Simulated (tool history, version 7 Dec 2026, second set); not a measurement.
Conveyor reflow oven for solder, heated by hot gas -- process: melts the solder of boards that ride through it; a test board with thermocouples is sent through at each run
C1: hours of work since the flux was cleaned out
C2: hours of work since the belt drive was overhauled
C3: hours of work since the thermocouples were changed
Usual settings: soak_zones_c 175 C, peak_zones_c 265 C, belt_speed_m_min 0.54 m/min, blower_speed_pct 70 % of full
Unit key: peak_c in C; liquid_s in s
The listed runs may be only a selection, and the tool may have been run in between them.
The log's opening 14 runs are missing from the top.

run 15 day=9.717 | soak_zones_c=175 peak_zones_c=265 belt_speed_m_min=0.54 blower_speed_pct=70 | C1=106 C2=220 C3=27 | peak_c=249.8 liquid_s=63.5
run 16 day=10.458 | soak_zones_c=165 peak_zones_c=257 belt_speed_m_min=0.644 blower_speed_pct=68 | C1=113 C2=227 C3=34 | peak_c=233.1 liquid_s=32.6
run 17 day=11.412 | soak_zones_c=175 peak_zones_c=272 belt_speed_m_min=0.54 blower_speed_pct=80 | C1=122 C2=237 C3=43 | peak_c=256.8 liquid_s=71.4
run 18 day=12.012 | soak_zones_c=186 peak_zones_c=265 belt_speed_m_min=0.646 blower_speed_pct=70 | C1=128 C2=243 C3=49 | peak_c=244.8 liquid_s=53.5
run 19 day=12.583 | soak_zones_c=186 peak_zones_c=265 belt_speed_m_min=0.646 blower_speed_pct=70 | C1=134 C2=248 C3=55 | peak_c=245.3 liquid_s=53.2
run 20 day=13.096 | soak_zones_c=186 peak_zones_c=265 belt_speed_m_min=0.646 blower_speed_pct=70 | C1=139 C2=253 C3=60 | peak_c=245.4 liquid_s=52.7
run 21 day=13.717 | soak_zones_c=186 peak_zones_c=265 belt_speed_m_min=0.646 blower_speed_pct=70 | C1=145 C2=259 C3=66 | peak_c=245.6 liquid_s=52.8
run 22 day=14.646 | soak_zones_c=175 peak_zones_c=265 belt_speed_m_min=0.501 blower_speed_pct=52 | C1=154 C2=269 C3=75 | peak_c=246.5 liquid_s=66.1
run 23 day=15.208 | soak_zones_c=189 peak_zones_c=265 belt_speed_m_min=0.439 blower_speed_pct=52 | C1=160 C2=274 C3=81 | peak_c=253.8 liquid_s=92.2
-- day=15.692 flux residue cleaned out of gas plates and filters
run 24 day=15.854 | soak_zones_c=189 peak_zones_c=265 belt_speed_m_min=0.439 blower_speed_pct=52 | C1=2 C2=278 C3=85 | peak_c=253.9 liquid_s=94.3
run 25 day=16.617 | soak_zones_c=175 peak_zones_c=279 belt_speed_m_min=0.54 blower_speed_pct=88 | C1=9 C2=286 C3=92 | peak_c=265.7 liquid_s=76.6
run 26 day=17.375 | soak_zones_c=175 peak_zones_c=279 belt_speed_m_min=0.58 blower_speed_pct=58 | C1=17 C2=293 C3=100 | peak_c=255.7 liquid_s=63.2
run 27 day=17.983 | soak_zones_c=162 peak_zones_c=254 belt_speed_m_min=0.58 blower_speed_pct=58 | C1=22 C2=299 C3=106 | peak_c=232.6 liquid_s=32.1
run 28 day=18.833 | soak_zones_c=173 peak_zones_c=265 belt_speed_m_min=0.507 blower_speed_pct=70 | C1=31 C2=308 C3=114 | peak_c=250.1 liquid_s=70.2
run 29 day=19.562 | soak_zones_c=187 peak_zones_c=254 belt_speed_m_min=0.473 blower_speed_pct=52 | C1=38 C2=315 C3=121 | peak_c=241.2 liquid_s=71.8
run 30 day=20.129 | soak_zones_c=188 peak_zones_c=254 belt_speed_m_min=0.473 blower_speed_pct=52 | C1=44 C2=320 C3=127 | peak_c=241.6 liquid_s=73.1

Here are 5 independent what-if runs from the current tool condition. What would each one return?
run A day=20.842 | soak_zones_c=183 peak_zones_c=274 belt_speed_m_min=0.58 blower_speed_pct=52 | C1=51 C2=327 C3=134 | peak_c=? liquid_s=?
run B day=20.842 | soak_zones_c=188 peak_zones_c=276 belt_speed_m_min=0.473 blower_speed_pct=52 | C1=51 C2=327 C3=134 | peak_c=? liquid_s=?
run C day=20.842 | soak_zones_c=175 peak_zones_c=265 belt_speed_m_min=0.601 blower_speed_pct=70 | C1=51 C2=327 C3=134 | peak_c=? liquid_s=?
run D day=20.842 | soak_zones_c=188 peak_zones_c=271 belt_speed_m_min=0.598 blower_speed_pct=81 | C1=51 C2=327 C3=134 | peak_c=? liquid_s=?
run E day=20.842 | soak_zones_c=175 peak_zones_c=265 belt_speed_m_min=0.549 blower_speed_pct=70 | C1=51 C2=327 C3=134 | peak_c=? liquid_s=?

run=A peak_c=251.6 liquid_s=63
run=B peak_c=261.5 liquid_s=90.8
run=C peak_c=245.3 liquid_s=53.2
run=D peak_c=256.2 liquid_s=68
run=E peak_c=248.1 liquid_s=63.4
The same runs, with their run-to-run variation unchanged, on a tool lacking any hidden condition would have given:
run=A peak_c=252 liquid_s=63.1
run=B peak_c=262 liquid_s=90.6
run=C peak_c=245.9 liquid_s=53.5
run=D peak_c=256.8 liquid_s=68
run=E peak_c=248.7 liquid_s=63.6

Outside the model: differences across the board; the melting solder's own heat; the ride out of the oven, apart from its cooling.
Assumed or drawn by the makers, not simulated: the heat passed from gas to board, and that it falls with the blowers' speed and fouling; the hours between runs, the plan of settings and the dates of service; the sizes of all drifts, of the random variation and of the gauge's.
